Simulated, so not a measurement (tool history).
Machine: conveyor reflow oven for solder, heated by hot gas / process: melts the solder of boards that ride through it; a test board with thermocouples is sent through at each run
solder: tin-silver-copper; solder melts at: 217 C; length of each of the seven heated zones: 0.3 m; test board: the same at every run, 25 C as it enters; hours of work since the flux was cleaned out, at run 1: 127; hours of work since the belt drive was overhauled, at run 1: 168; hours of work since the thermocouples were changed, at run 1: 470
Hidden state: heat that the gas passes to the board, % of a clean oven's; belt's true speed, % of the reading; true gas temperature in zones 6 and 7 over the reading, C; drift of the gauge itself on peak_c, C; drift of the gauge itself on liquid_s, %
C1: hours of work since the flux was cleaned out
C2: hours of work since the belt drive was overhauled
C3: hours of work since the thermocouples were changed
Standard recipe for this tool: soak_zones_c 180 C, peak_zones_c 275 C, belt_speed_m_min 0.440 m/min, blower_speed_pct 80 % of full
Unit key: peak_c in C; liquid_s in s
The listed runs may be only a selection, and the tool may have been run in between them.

Run 1, day 0.000: usual settings; C1 127; C2 168; C3 470. Result: peak_c 267.0 C, liquid_s 73.9 s.
Run 2, day 0.779: usual settings; C1 137; C2 178; C3 479. Result: peak_c 266.8 C, liquid_s 74.0 s.
Run 3, day 1.475: usual settings; C1 145; C2 186; C3 488. Result: peak_c 266.9 C, liquid_s 74.0 s.
Run 4, day 2.317: usual settings; C1 156; C2 197; C3 499. Result: peak_c 267.2 C, liquid_s 73.9 s.
At day 2.929: thermocouples of zones 6 and 7 changed.
Run 5, day 3.083: usual settings but blower_speed_pct 84 % of full; C1 165; C2 205; C3 2. Result: peak_c 267.0 C, liquid_s 74.1 s.
Run 6, day 3.704: usual settings but blower_speed_pct 84 % of full; C1 172; C2 213; C3 10. Result: peak_c 267.7 C, liquid_s 74.3 s.
Run 7, day 4.312: usual settings but blower_speed_pct 88 % of full; C1 180; C2 221; C3 17. Result: peak_c 268.1 C, liquid_s 74.6 s.
Run 8, day 4.846: usual settings but blower_speed_pct 88 % of full; C1 187; C2 228; C3 24. Result: peak_c 268.1 C, liquid_s 74.3 s.
Run 9, day 5.292: usual settings but blower_speed_pct 88 % of full; C1 192; C2 233; C3 30. Result: peak_c 268.1 C, liquid_s 74.5 s.
Run 10, day 6.138: usual settings but peak_zones_c 273 C; C1 203; C2 244; C3 40. Result: peak_c 264.9 C, liquid_s 73.2 s.
Run 11, day 6.538: usual settings but peak_zones_c 273 C, belt_speed_m_min 0.367 m/min; C1 208; C2 249; C3 45. Result: peak_c 268.4 C, liquid_s 89.9 s.
Run 12, day 7.258: usual settings but soak_zones_c 188 C, peak_zones_c 274 C, belt_speed_m_min 0.415 m/min, blower_speed_pct 73 % of full; C1 217; C2 258; C3 54. Result: peak_c 267.0 C, liquid_s 81.6 s.
Run 13, day 7.967: usual settings but blower_speed_pct 51 % of full; C1 226; C2 267; C3 63. Result: peak_c 262.6 C, liquid_s 71.1 s.
Run 14, day 8.400: usual settings but blower_speed_pct 51 % of full; C1 231; C2 272; C3 69. Result: peak_c 262.4 C, liquid_s 71.4 s.
Run 15, day 9.075: usual settings but peak_zones_c 283 C, belt_speed_m_min 0.403 m/min, blower_speed_pct 67 % of full; C1 240; C2 281; C3 77. Result: peak_c 274.4 C, liquid_s 84.4 s.
Run 16, day 9.779: usual settings but soak_zones_c 195 C, peak_zones_c 283 C, belt_speed_m_min 0.353 m/min, blower_speed_pct 54 % of full; C1 248; C2 289; C3 86. Result: peak_c 277.0 C, liquid_s 103.5 s.
Run 17, day 10.642: usual settings but peak_zones_c 265 C; C1 259; C2 300; C3 97. Result: peak_c 257.6 C, liquid_s 69.6 s.
Run 18, day 11.217: usual settings but soak_zones_c 176 C, belt_speed_m_min 0.387 m/min; C1 267; C2 307; C3 104. Result: peak_c 269.2 C, liquid_s 84.3 s.
Run 19, day 11.750: usual settings but soak_zones_c 176 C, peak_zones_c 276 C, belt_speed_m_min 0.423 m/min, blower_speed_pct 52 % of full; C1 273; C2 314; C3 111. Result: peak_c 264.4 C, liquid_s 73.7 s.
Run 20, day 12.354: usual settings but soak_zones_c 176 C, peak_zones_c 276 C, belt_speed_m_min 0.423 m/min, blower_speed_pct 52 % of full; C1 281; C2 322; C3 118. Result: peak_c 264.1 C, liquid_s 73.7 s.

Each row is a separate what-if for the run after 20, all from the same tool condition, not one after another. Results?
Run A, day 12.762: usual settings but peak_zones_c 285 C, belt_speed_m_min 0.478 m/min; C1 286; C2 327; C3 123. Result: peak_c ?, liquid_s ?.
Run B, day 12.762: usual settings but soak_zones_c 176 C, peak_zones_c 276 C, belt_speed_m_min 0.423 m/min, blower_speed_pct 52 % of full; C1 286; C2 327; C3 123. Result: peak_c ?, liquid_s ?.
Run C, day 12.762: usual settings but soak_zones_c 176 C, peak_zones_c 278 C, belt_speed_m_min 0.423 m/min, blower_speed_pct 52 % of full; C1 286; C2 327; C3 123. Result: peak_c ?, liquid_s ?.
Run D, day 12.762: usual settings but soak_zones_c 177 C; C1 286; C2 327; C3 123. Result: peak_c ?, liquid_s ?.

run  peak_c  liquid_s
  A   273.7      70.5
  B   264.1      73.5
  C   266.1      74.6
  D   266.4      72.9
With the hidden condition removed and each run's random variation left untouched, the same runs would have given:
run  peak_c  liquid_s
  A   273.7      70.5
  B   264.1      73.5
  C   266.1      74.6
  D   266.5      72.9
